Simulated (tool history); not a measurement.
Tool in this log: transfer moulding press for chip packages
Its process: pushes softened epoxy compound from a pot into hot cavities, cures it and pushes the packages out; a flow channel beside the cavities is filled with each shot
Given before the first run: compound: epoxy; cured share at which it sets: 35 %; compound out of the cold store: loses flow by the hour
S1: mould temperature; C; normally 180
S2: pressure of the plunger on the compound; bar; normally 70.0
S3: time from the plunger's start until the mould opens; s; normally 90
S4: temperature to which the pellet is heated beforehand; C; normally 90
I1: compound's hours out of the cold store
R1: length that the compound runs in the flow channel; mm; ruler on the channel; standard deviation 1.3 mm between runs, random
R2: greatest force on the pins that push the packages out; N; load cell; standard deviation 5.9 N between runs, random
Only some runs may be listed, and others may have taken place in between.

| run | hour | S1 | S2 | S3 | S4 | I1 | R1 | R2 |
|---|---|---|---|---|---|---|---|---|
| 1 | 0.0 | 180 | 70.0 | 90 | 90 | 18.8 | 690 | 223 |
|  | 9.1 | cavities cleaned with cleaning compound and waxed |
| 2 | 23.1 | 180 | 70.0 | 90 | 90 | 40.6 | 610 | 201 |
| 3 | 46.3 | 180 | 70.0 | 90 | 90 | 44.9 | 594 | 211 |
|  | 61.6 | cavities cleaned with cleaning compound and waxed |
| 4 | 71.8 | 180 | 70.0 | 90 | 90 | 17.0 | 697 | 211 |
| 5 | 91.1 | 180 | 70.0 | 90 | 94 | 29.2 | 649 | 210 |
| 6 | 110.4 | 180 | 70.0 | 82 | 94 | 30.0 | 645 | 246 |
|  | 114.0 | cavities cleaned with cleaning compound and waxed |
| 7 | 132.9 | 180 | 70.0 | 82 | 94 | 39.0 | 615 | 237 |
|  | 147.7 | plunger's sealing rings changed |
| 8 | 163.0 | 180 | 70.0 | 82 | 94 | 30.0 | 647 | 240 |
|  | 167.9 | cavities cleaned with cleaning compound and waxed |
| 9 | 179.2 | 180 | 70.0 | 82 | 96 | 25.2 | 665 | 243 |
| 10 | 200.1 | 180 | 52.5 | 90 | 90 | 12.4 | 619 | 231 |
|  | 221.2 | cavities cleaned with cleaning compound and waxed |
| 11 | 228.0 | 180 | 52.5 | 90 | 90 | 29.4 | 562 | 215 |
| 12 | 247.0 | 180 | 52.5 | 90 | 90 | 25.2 | 575 | 212 |
| 13 | 266.9 | 180 | 53.3 | 90 | 90 | 19.0 | 601 | 223 |
|  | 273.2 | cavities cleaned with cleaning compound and waxed |
| 14 | 295.9 | 180 | 59.5 | 90 | 90 | 13.5 | 656 | 223 |
| 15 | 322.5 | 180 | 59.5 | 90 | 90 | 23.7 | 618 | 212 |
|  | 325.3 | cavities cleaned with cleaning compound and waxed |
| 16 | 340.0 | 180 | 59.5 | 90 | 90 | 15.1 | 652 | 209 |
| 17 | 358.0 | 185 | 52.8 | 92 | 87 | 47.5 | 502 | 183 |
| 18 | 372.5 | 185 | 52.8 | 92 | 87 | 15.5 | 604 | 189 |
|  | 377.7 | cavities cleaned with cleaning compound and waxed |
| 19 | 387.6 | 182 | 83.6 | 90 | 90 | 12.2 | 780 | 192 |
| 20 | 411.7 | 180 | 70.0 | 111 | 88 | 32.1 | 640 | 180 |
|  | 429.1 | cavities cleaned with cleaning compound and waxed |
|  | 441.4 | plunger's sealing rings changed |
| 21 | 441.4 | 180 | 70.0 | 111 | 88 | 16.2 | 700 | 174 |
| 22 | 465.4 | 185 | 58.3 | 113 | 90 | 24.9 | 601 | 168 |
|  | 484.0 | cavities cleaned with cleaning compound and waxed |
| 23 | 484.2 | 177 | 87.4 | 115 | 86 | 44.0 | 673 | 182 |
| 24 | 511.7 | 177 | 75.6 | 122 | 86 | 22.1 | 709 | 185 |
| 25 | 529.5 | 177 | 75.6 | 122 | 86 | 13.2 | 750 | 179 |
|  | 535.3 | cavities cleaned with cleaning compound and waxed |
| 26 | 553.0 | 177 | 75.6 | 122 | 86 | 37.3 | 653 | 187 |
|  | 564.7 | mould's thermocouples calibrated |
| 27 | 569.9 | 177 | 75.6 | 122 | 86 | 21.1 | 716 | 185 |

Branching from run 27: 4 alternative next runs. What would each branch give?
|  | 589.4 | cavities cleaned with cleaning compound and waxed |
| A | 597.4 | 183 | 75.6 | 122 | 86 | 10.3 | ? | ? |
|  | 589.4 | cavities cleaned with cleaning compound and waxed |
| B | 597.4 | 187 | 70.0 | 123 | 96 | 39.5 | ? | ? |
|  | 589.4 | cavities cleaned with cleaning compound and waxed |
| C | 597.4 | 177 | 75.6 | 73 | 84 | 42.0 | ? | ? |
|  | 589.4 | cavities cleaned with cleaning compound and waxed |
| D | 597.4 | 177 | 75.6 | 106 | 86 | 17.1 | ? | ? |

| run | R1 | R2 |
|---|---|---|
| A | 749 | 176 |
| B | 603 | 171 |
| C | 633 | 363 |
| D | 733 | 203 |
With no hidden state in the tool, these same runs would have given:
| run | R1 | R2 |
|---|---|---|
| A | 749 | 175 |
| B | 603 | 170 |
| C | 633 | 362 |
| D | 733 | 202 |

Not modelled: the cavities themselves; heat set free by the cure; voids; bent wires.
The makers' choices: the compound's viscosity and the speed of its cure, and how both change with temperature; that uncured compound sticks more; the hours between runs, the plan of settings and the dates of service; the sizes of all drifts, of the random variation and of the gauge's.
